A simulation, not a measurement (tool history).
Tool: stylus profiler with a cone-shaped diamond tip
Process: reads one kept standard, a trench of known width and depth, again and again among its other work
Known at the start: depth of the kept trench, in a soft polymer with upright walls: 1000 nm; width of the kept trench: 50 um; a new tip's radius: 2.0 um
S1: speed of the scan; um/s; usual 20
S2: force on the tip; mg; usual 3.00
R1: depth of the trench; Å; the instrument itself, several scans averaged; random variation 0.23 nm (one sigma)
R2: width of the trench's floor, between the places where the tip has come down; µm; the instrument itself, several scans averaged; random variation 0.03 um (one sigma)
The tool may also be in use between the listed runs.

run	hour	S1	S2	R1	R2
1	0.0	20	3.00	10184.1	46.41
2	121.9	20	3.00	10183.8	46.35
3	236.4	20	3.00	10182.9	46.22
4	382.3	20	3.00	10182.6	46.07
5	516.4	20	3.00	10178.1	45.95
6	658.2	20	3.00	10179.2	45.83
7	766.4	20	3.00	10177.2	45.82
8	829.0	20	3.00	10176.2	45.74
9	888.0	29	3.00	10177.0	45.63
10	957.7	29	3.00	10174.4	45.63
11	1069.5	7	3.00	10174.1	45.68
12	1191.6	7	3.00	10171.8	45.56
13	1334.6	7	3.00	10168.4	45.44
14	1395.1	7	3.00	10173.9	45.45
15	1462.2	7	3.00	10168.0	45.42
16	1541.2	23	3.00	10168.1	45.27
17	1606.5	23	3.00	10171.3	45.23
18	1729.3	20	3.00	10169.0	45.13
19	1817.8	20	3.00	10169.1	45.12
20	1946.6	20	3.00	10168.4	44.98
21	2031.9	20	3.00	10162.1	44.91
22	2091.2	32	3.00	10166.5	44.83
23	2216.8	32	3.00	10162.6	44.79
24	2295.5	32	3.00	10166.4	44.71
25	2367.5	71	3.00	10164.5	44.48
26	2455.6	71	3.00	10163.7	44.42
27	2568.9	12	3.25	10175.5	44.71
28	2683.9	20	5.65	10260.4	44.65
29	2786.1	36	1.11	10071.7	44.27
30	2860.6	7	1.03	10067.3	44.49
# hour 2883.9: new tip fitted, height scale calibrated
31	2941.1	7	1.03	10090.2	46.40
32	3060.3	7	1.03	10091.7	46.26
33	3157.0	36	1.80	10130.5	46.01
34	3251.8	30	3.24	10192.6	46.05
35	3356.8	9	1.84	10130.2	46.03
36	3419.6	9	1.84	10127.3	46.02
37	3524.1	18	2.56	10161.2	45.89
38	3584.0	8	1.53	10112.3	45.92
39	3663.1	51	3.00	10176.7	45.56
40	3772.5	36	1.86	10131.4	45.52
41	3907.8	20	2.86	10171.3	45.60
42	3996.9	20	1.93	10129.2	45.50
43	4095.6	9	5.78	10281.9	45.57
44	4220.6	22	3.90	10212.0	45.41
45	4328.8	22	3.90	10211.5	45.33

Forecast each of these 4 alternatives for the next run:
A	4408.0	10	5.17	?	?
B	4408.0	16	3.90	?	?
C	4408.0	9	3.00	?	?
D	4408.0	45	3.41	?	?

run	R1	R2
A	10255.2	45.31
B	10210.7	45.29
C	10173.3	45.32
D	10188.7	45.20
Without the tool's hidden state the same runs would have given:
run	R1	R2
A	10265.1	46.46
B	10220.6	46.44
C	10183.2	46.47
D	10198.6	46.34
